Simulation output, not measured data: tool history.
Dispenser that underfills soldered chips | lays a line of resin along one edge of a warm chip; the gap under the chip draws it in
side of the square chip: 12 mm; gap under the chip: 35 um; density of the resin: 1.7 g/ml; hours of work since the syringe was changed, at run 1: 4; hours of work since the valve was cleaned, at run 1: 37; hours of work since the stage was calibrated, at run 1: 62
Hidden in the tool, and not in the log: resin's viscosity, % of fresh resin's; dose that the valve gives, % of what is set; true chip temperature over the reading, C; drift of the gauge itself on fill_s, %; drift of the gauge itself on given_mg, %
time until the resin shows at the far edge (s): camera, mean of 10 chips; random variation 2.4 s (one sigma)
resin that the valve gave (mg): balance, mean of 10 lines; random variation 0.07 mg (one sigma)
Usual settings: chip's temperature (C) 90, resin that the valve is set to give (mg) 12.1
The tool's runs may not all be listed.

run  hour  chip's temperature (C)  resin that the valve is set to give (mg)  hours of work since the syringe was changed  hours of work since the valve was cleaned  hours of work since the stage was calibrated  time until the resin shows at the far edge (s)  resin that the valve gave (mg)
  1   0.0                      90                                      12.1                                            4                                         37                                            62                                           280.2                           11.81
  2   2.3                     101                                      12.1                                            6                                         38                                            63                                           173.4                           11.89
      4.5  -- new syringe of resin
  3   6.6                     101                                      12.1                                            2                                         41                                            66                                           151.0                           11.79
  4  10.6                     101                                      12.1                                            4                                         44                                            69                                           162.8                           11.95
     15.1  -- new syringe of resin
  5  16.1                     101                                      12.1                                            1                                         48                                            73                                           143.4                           11.76
  6  19.4                     101                                      12.1                                            3                                         50                                            75                                           158.6                           11.78
  7  22.6                      90                                      12.1                                            5                                         52                                            77                                           290.1                           11.76
     25.7  -- new syringe of resin
  8  26.3                      90                                      14.6                                            0                                         55                                            80                                           237.6                           14.05
  9  29.4                      95                                      12.3                                            3                                         57                                            82                                           205.2                           11.88
 10  34.3                      95                                      12.3                                            6                                         60                                            86                                           227.9                           11.91
     36.2  -- new syringe of resin
 11  37.3                      81                                      11.7                                            1                                         62                                            87                                           403.7                           11.35
 12  41.1                      94                                      13.7                                            3                                         65                                            90                                           223.8                           13.21
 13  43.7                      78                                      12.1                                            5                                         67                                            92                                           544.7                           11.61
     47.0  -- new syringe of resin
 14  48.2                      78                                      12.1                                            1                                         70                                            95                                           462.9                           11.63

Some steps in time until the resin shows at the far edge (s) between neighbouring runs. How much of each would the tool show without its hidden state too (settings, what came in, random variation), and how much is left for the hidden state, with any gauge scatter that isn't in both results?
Run 12 -> 13: chip's temperature (C) 94 -> 78, resin that the valve is set to give (mg) 13.7 -> 12.1. time until the resin shows at the far edge (s) +320.9: hidden state +77.3, all else +243.6.
